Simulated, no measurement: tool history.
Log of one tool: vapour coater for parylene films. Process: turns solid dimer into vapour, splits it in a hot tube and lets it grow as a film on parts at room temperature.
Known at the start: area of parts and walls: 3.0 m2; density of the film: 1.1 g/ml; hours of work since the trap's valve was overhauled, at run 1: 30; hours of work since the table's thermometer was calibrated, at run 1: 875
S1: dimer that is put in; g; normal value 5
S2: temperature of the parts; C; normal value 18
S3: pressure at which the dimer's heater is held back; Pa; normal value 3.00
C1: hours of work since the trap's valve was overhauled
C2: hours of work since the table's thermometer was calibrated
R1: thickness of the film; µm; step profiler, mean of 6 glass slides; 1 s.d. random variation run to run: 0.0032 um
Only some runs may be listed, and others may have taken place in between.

Run 1, hour 0.0: usual settings; C1 30; C2 875. Result: R1 0.913 µm.
Run 2, hour 69.6: usual settings; C1 92; C2 937. Result: R1 0.912 µm.
Run 3, hour 103.8: usual settings; C1 123; C2 967. Result: R1 0.912 µm.
Run 4, hour 172.7: usual settings; C1 184; C2 1029. Result: R1 0.915 µm.
Run 5, hour 206.2: usual settings; C1 214; C2 1059. Result: R1 0.905 µm.
Run 6, hour 261.0: usual settings; C1 263; C2 1108. Result: R1 0.908 µm.
Run 7, hour 331.2: usual settings; C1 326; C2 1171. Result: R1 0.901 µm.
Run 8, hour 363.7: usual settings; C1 355; C2 1200. Result: R1 0.901 µm.
At hour 386.0: table's thermometer calibrated.
Run 9, hour 413.0: usual settings; C1 398; C2 24. Result: R1 0.865 µm.
Run 10, hour 477.8: usual settings; C1 456; C2 82. Result: R1 0.866 µm.
Run 11, hour 534.5: usual settings but S2 21 C, S3 2.56 Pa; C1 507; C2 133. Result: R1 0.764 µm.
Run 12, hour 586.6: usual settings but S1 2 g, S2 12 C, S3 6.04 Pa; C1 553; C2 179. Result: R1 0.421 µm.
Run 13, hour 656.3: usual settings but S1 2 g, S2 12 C, S3 6.04 Pa; C1 615; C2 241. Result: R1 0.418 µm.
Run 14, hour 688.2: usual settings but S3 11.29 Pa; C1 644; C2 270. Result: R1 0.781 µm.
Run 15, hour 728.3: usual settings but S2 10 C, S3 9.97 Pa; C1 680; C2 306. Result: R1 1.095 µm.
At hour 739.2: trap's valve overhauled.
Run 16, hour 796.1: usual settings but S2 20 C, S3 9.97 Pa; C1 51; C2 363. Result: R1 0.772 µm.
Run 17, hour 844.6: usual settings but S3 4.09 Pa; C1 94; C2 406. Result: R1 0.889 µm.
Run 18, hour 915.3: usual settings but S3 4.09 Pa; C1 157; C2 469. Result: R1 0.880 µm.

Alternative continuations, all from the tool just after run 18; predict every row:
Run A, hour 954.5: usual settings but S1 3 g, S3 3.90 Pa; C1 192; C2 504. Result: R1 ?.
Run B, hour 954.5: usual settings but S2 29 C; C1 192; C2 504. Result: R1 ?.
Run C, hour 954.5: usual settings but S1 4 g, S2 11 C; C1 192; C2 504. Result: R1 ?.
Run D, hour 954.5: usual settings but S2 14 C, S3 5.42 Pa; C1 192; C2 504. Result: R1 ?.
Run E, hour 954.5: usual settings but S3 6.05 Pa; C1 192; C2 504. Result: R1 ?.

run     R1
  A  0.530
  B  0.569
  C  0.965
  D  1.022
  E  0.858
Without the tool's hidden state the same runs would have given:
run     R1
  A  0.531
  B  0.570
  C  0.966
  D  1.024
  E  0.859
